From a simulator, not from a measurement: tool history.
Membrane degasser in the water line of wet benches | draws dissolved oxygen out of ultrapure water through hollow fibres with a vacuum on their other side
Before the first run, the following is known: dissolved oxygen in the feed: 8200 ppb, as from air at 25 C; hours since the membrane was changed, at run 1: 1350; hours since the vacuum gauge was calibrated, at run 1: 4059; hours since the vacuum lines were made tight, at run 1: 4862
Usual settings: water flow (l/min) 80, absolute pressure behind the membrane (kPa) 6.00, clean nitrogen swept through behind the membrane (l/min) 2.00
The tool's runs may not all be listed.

run   hour  water flow (l/min)  absolute pressure behind the membrane (kPa)  clean nitrogen swept through behind the membrane (l/min)  hours since the membrane was changed  hours since the vacuum gauge was calibrated  hours since the vacuum lines were made tight  dissolved oxygen in the water behind the degasser (ppb)  pressure that the water loses in the fibres (kPa)
  1    0.0                  80                                         6.00                                                      2.00                                  1350                                         4059                                          4862                                                    250.6                                              28.85
  2   70.1                  80                                         9.92                                                      2.00                                  1420                                         4129                                          4932                                                    542.1                                              28.64
  3  133.6                  80                                         9.92                                                      2.00                                  1483                                         4193                                          4996                                                    529.3                                              28.90
  4  195.6                  80                                         9.92                                                      2.00                                  1545                                         4255                                          5057                                                    544.6                                              29.14
  5  269.6                  80                                         9.92                                                      2.00                                  1619                                         4329                                          5132                                                    554.7                                              28.82
  6  326.6                  80                                         9.92                                                      2.00                                  1676                                         4386                                          5189                                                    541.5                                              28.63
  7  358.9                  80                                         9.92                                                      2.00                                  1709                                         4418                                          5221                                                    550.8                                              28.72
  8  415.5                  80                                         6.00                                                      2.00                                  1765                                         4475                                          5277                                                    252.7                                              28.58
  9  462.3                  80                                         6.00                                                      2.00                                  1812                                         4521                                          5324                                                    251.3                                              28.92
 10  493.9                  75                                        13.65                                                      4.42                                  1844                                         4553                                          5356                                                    404.6                                              26.98
 11  528.9                  57                                         6.46                                                      3.78                                  1879                                         4588                                          5391                                                    124.9                                              20.55
 12  566.2                  64                                         3.77                                                      3.78                                  1916                                         4625                                          5428                                                     38.8                                              22.89
 13  634.4                  64                                         3.77                                                      3.78                                  1984                                         4694                                          5496                                                     38.9                                              23.02
 14  669.0                  64                                         3.77                                                      3.78                                  2019                                         4728                                          5531                                                     38.7                                              23.23
 15  713.1                  90                                         6.36                                                      3.78                                  2063                                         4772                                          5575                                                    185.8                                              32.51
 16  766.4                  90                                         7.27                                                      3.90                                  2116                                         4826                                          5628                                                    231.9                                              32.44

Predict each of these 4 candidate next runs independently; none follows another, all start after run 16:
  A  812.0                  90                                        14.89                                                      3.90                                  2162                                         4871                                          5674                                                        ?                                                  ?
  B  812.0                  90                                         7.37                                                      3.90                                  2162                                         4871                                          5674                                                        ?                                                  ?
  C  812.0                  53                                         7.34                                                      3.90                                  2162                                         4871                                          5674                                                        ?                                                  ?
  D  812.0                  56                                         8.49                                                      2.01                                  2162                                         4871                                          5674                                                        ?                                                  ?

run  dissolved oxygen in the water behind the degasser (ppb)  pressure that the water loses in the fibres (kPa)
  A                                                    568.6                                              32.77
  B                                                    232.3                                              32.48
  C                                                    141.4                                              19.16
  D                                                    331.9                                              20.12
Stripped of hidden state, with their random variation kept, the same runs would have yielded:
run  dissolved oxygen in the water behind the degasser (ppb)  pressure that the water loses in the fibres (kPa)
  A                                                    548.6                                              32.33
  B                                                    211.1                                              32.04
  C                                                    127.9                                              18.90
  D                                                    307.6                                              19.85
